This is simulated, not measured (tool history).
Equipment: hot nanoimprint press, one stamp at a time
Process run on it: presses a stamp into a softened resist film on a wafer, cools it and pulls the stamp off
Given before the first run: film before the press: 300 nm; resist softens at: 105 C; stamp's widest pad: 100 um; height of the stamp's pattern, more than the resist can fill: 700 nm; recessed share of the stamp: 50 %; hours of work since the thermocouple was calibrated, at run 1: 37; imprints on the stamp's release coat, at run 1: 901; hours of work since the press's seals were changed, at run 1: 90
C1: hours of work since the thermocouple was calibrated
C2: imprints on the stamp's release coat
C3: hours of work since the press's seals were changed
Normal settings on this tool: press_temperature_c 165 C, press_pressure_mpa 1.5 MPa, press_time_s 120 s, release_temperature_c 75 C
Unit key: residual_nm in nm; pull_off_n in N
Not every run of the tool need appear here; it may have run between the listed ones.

Run 1, hour 0: usual settings; C1 37; C2 901; C3 90. Result: residual_nm 114 nm, pull_off_n 197 N.
Run 2, hour 31.5: usual settings; C1 52; C2 972; C3 106. Result: residual_nm 114.3 nm, pull_off_n 196 N.
Run 3, hour 93.9: usual settings; C1 82; C2 1113; C3 136. Result: residual_nm 114.6 nm, pull_off_n 198 N.
Run 4, hour 125.5: usual settings; C1 98; C2 1184; C3 152. Result: residual_nm 115 nm, pull_off_n 208 N.
At hour 171.4: stamp cleaned and given a new release coat.
Run 5, hour 172: usual settings; C1 118; C2 1; C3 171. Result: residual_nm 115.1 nm, pull_off_n 158 N.
Run 6, hour 206.1: usual settings; C1 134; C2 78; C3 188. Result: residual_nm 115.3 nm, pull_off_n 171 N.
Run 7, hour 239.8: usual settings; C1 151; C2 154; C3 204. Result: residual_nm 115.9 nm, pull_off_n 170 N.
Run 8, hour 294.3: usual settings; C1 177; C2 277; C3 231. Result: residual_nm 116.2 nm, pull_off_n 177 N.
Run 9, hour 322.6: usual settings; C1 191; C2 341; C3 245. Result: residual_nm 116.2 nm, pull_off_n 179 N.
Run 10, hour 375.4: usual settings; C1 217; C2 460; C3 271. Result: residual_nm 116.5 nm, pull_off_n 177 N.
Run 11, hour 407: usual settings; C1 233; C2 532; C3 286. Result: residual_nm 116.9 nm, pull_off_n 182 N.
Run 12, hour 445.4: usual settings but press_temperature_c 164 C; C1 251; C2 618; C3 305. Result: residual_nm 121.1 nm, pull_off_n 184 N.
Run 13, hour 493.5: usual settings but press_time_s 72 s; C1 275; C2 727; C3 328. Result: residual_nm 139.4 nm, pull_off_n 187 N.
Run 14, hour 545.3: usual settings; C1 300; C2 844; C3 354. Result: residual_nm 117.4 nm, pull_off_n 193 N.
Run 15, hour 595: usual settings; C1 324; C2 956; C3 378. Result: residual_nm 118.7 nm, pull_off_n 203 N.
Run 16, hour 632.2: usual settings; C1 343; C2 1040; C3 396. Result: residual_nm 118.4 nm, pull_off_n 209 N.
Run 17, hour 694.1: usual settings but press_temperature_c 168 C, press_pressure_mpa 1 MPa, press_time_s 194 s, release_temperature_c 78 C; C1 373; C2 1180; C3 426. Result: residual_nm 114.9 nm, pull_off_n 202 N.
At hour 741.7: stamp cleaned and given a new release coat.
Run 18, hour 747.5: usual settings but press_temperature_c 160 C, press_pressure_mpa 1.51 MPa, press_time_s 78 s, release_temperature_c 62 C; C1 396; C2 13; C3 450. Result: residual_nm 161.4 nm, pull_off_n 178 N.
Run 19, hour 792.5: usual settings but press_temperature_c 174 C, press_pressure_mpa 2.12 MPa, press_time_s 82 s, release_temperature_c 74 C; C1 418; C2 115; C3 472. Result: residual_nm 83.7 nm, pull_off_n 172 N.
At hour 806.1: plate thermocouple calibrated.
Run 20, hour 842.1: usual settings but press_temperature_c 155 C, press_pressure_mpa 1.05 MPa; C1 18; C2 220; C3 494. Result: residual_nm 191.4 nm, pull_off_n 167 N.
Run 21, hour 903.5: usual settings but press_temperature_c 155 C, press_pressure_mpa 0.93 MPa; C1 48; C2 359; C3 524. Result: residual_nm 201.1 nm, pull_off_n 178 N.
Run 22, hour 964.9: usual settings but press_temperature_c 155 C, press_pressure_mpa 0.93 MPa; C1 78; C2 497; C3 554. Result: residual_nm 202.4 nm, pull_off_n 184 N.
Run 23, hour 1014.7: usual settings but press_temperature_c 155 C, press_pressure_mpa 0.93 MPa; C1 102; C2 610; C3 579. Result: residual_nm 202.1 nm, pull_off_n 184 N.
Run 24, hour 1064.7: usual settings but press_temperature_c 155 C, press_pressure_mpa 0.93 MPa; C1 126; C2 723; C3 603. Result: residual_nm 203.5 nm, pull_off_n 192 N.
Run 25, hour 1104.9: usual settings but press_temperature_c 163 C, press_pressure_mpa 1.74 MPa, press_time_s 113 s, release_temperature_c 71 C; C1 146; C2 813; C3 623. Result: residual_nm 117.6 nm, pull_off_n 196 N.

The next listed run, before its measurement:
Run 26, hour 1142.6: usual settings but press_temperature_c 176 C, press_pressure_mpa 2.39 MPa, press_time_s 159 s; C1 164; C2 898; C3 641. Result: residual_nm ?, pull_off_n ?.

{"run 26": {"residual_nm": 56.7, "pull_off_n": 193}}
With the hidden condition absent and the run-to-run variation left alone, this run would have shown residual_nm 54.9 nm, pull_off_n 160 N.

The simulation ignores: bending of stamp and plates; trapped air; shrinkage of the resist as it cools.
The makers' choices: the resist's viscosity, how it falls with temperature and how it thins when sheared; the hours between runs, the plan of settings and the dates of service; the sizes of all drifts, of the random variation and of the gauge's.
